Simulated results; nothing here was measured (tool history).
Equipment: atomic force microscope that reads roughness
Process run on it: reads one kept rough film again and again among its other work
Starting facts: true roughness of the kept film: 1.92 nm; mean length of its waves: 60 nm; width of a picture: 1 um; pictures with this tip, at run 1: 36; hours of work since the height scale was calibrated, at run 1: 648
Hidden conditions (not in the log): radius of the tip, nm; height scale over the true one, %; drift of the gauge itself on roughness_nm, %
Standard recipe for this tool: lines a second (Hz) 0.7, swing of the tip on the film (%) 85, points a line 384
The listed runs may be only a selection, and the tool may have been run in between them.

run,hour,lines a second (Hz),swing of the tip on the film (%),points a line,pictures with this tip,hours of work since the height scale was calibrated,roughness of the kept film (nm (root mean square))
1,0,0.7,85,384,36,648,1.848
2,36.8,0.7,85,384,77,672,1.834
3,96.8,0.7,85,457,143,711,1.823
# hour 125.3: new tip fitted
4,158.4,0.7,80,457,37,751,1.846
5,225.3,0.7,80,910,110,795,1.862
6,264.7,0.7,80,910,154,821,1.846
# hour 278.5: new tip fitted
7,339.1,0.7,80,910,67,869,1.845
8,420,0.7,85,384,156,922,1.827
# hour 432.2: new tip fitted
9,506.5,0.7,85,384,82,978,1.847
# hour 584.8: new tip fitted
10,592.4,0.7,85,384,8,1034,1.829
11,672.9,0.7,85,384,97,1087,1.823
# hour 738.3: new tip fitted
12,752.6,0.7,85,384,16,1139,1.844
13,810.3,0.7,85,384,80,1177,1.829
14,845.5,0.7,85,384,118,1200,1.837
# hour 897.4: new tip fitted
15,925,0.7,79,939,31,1251,1.854
16,999.6,3.255,85,384,113,1300,1.648
# hour 1050.3: new tip fitted
17,1054.9,3.628,85,731,6,1336,1.62
18,1102.3,3.628,85,731,58,1367,1.636
19,1165.6,0.589,85,414,128,1409,1.851
# hour 1202.3: new tip fitted
20,1225.1,0.516,58,384,25,1447,1.878
21,1266.5,0.516,58,384,71,1474,1.875
22,1338.1,0.573,61,332,150,1521,1.874
# hour 1357.9: new tip fitted
23,1379.4,2.025,69,384,24,1548,1.835
24,1423.6,3.081,74,386,73,1577,1.76

Run 25, settings as shown, results not yet in. Your forecast:
25,1490.4,0.7,59,284,147,1621,?

Run 25 produced roughness of the kept film (nm (root mean square)) 1.877.
On a tool with no hidden condition, and with the same random variation, this run would have come out at roughness of the kept film (nm (root mean square)) 1.88.
